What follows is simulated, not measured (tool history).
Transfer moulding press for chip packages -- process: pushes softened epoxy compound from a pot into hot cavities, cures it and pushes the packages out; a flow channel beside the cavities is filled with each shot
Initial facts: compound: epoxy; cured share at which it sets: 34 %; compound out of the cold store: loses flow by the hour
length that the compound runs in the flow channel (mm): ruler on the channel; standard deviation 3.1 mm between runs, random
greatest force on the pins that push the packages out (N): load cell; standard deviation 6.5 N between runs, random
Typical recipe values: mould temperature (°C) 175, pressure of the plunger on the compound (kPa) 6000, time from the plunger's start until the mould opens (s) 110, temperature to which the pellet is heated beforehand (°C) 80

run	day	mould temperature (°C)	pressure of the plunger on the compound (kPa)	time from the plunger's start until the mould opens (s)	temperature to which the pellet is heated beforehand (°C)	incoming compound's hours out of the cold store	length that the compound runs in the flow channel (mm)	greatest force on the pins that push the packages out (N)
1	0.000	175	6000	110	80	44.7	686	261
# day 0.567: plunger's sealing rings changed
2	0.638	175	6000	110	80	25.1	829	316
3	0.904	175	6000	110	80	22.0	838	351
4	1.321	169	6000	110	80	40.6	768	427
5	1.775	169	6000	110	80	38.5	769	463
6	2.104	169	6000	110	80	43.7	752	484
7	2.542	169	6000	123	80	11.3	905	458
8	2.850	175	6000	110	80	9.9	893	425
# day 3.146: cavities cleaned with cleaning compound and waxed
9	3.458	175	5010	110	80	47.0	657	277
10	3.988	175	6000	110	80	17.5	853	339
11	4.312	175	6000	110	80	35.6	762	352
12	4.562	175	6000	103	80	12.8	872	409
13	5.004	175	6000	134	80	36.5	751	364
14	5.321	175	6000	134	80	44.2	716	361
15	5.871	175	6000	110	88	44.8	721	415
# day 6.167: cavities cleaned with cleaning compound and waxed
16	6.329	175	6000	110	88	38.6	744	277
17	6.946	175	6000	110	88	24.3	810	336
18	7.404	181	6370	146	82	29.0	794	315
19	8.021	175	5600	110	80	43.3	698	356
20	8.350	175	6920	110	79	8.9	945	403
21	8.642	175	6920	110	79	27.6	839	414
# day 9.171: cavities cleaned with cleaning compound and waxed
22	9.242	173	6000	131	80	8.6	880	248

For run 23, what comes out?
23	9.604	174	6000	95	85	39.0	?	?

Run 23 produced length that the compound runs in the flow channel (mm) 735, greatest force on the pins that push the packages out (N) 357.
With no hidden state in the tool, this same run would have given length that the compound runs in the flow channel (mm) 766, greatest force on the pins that push the packages out (N) 317.
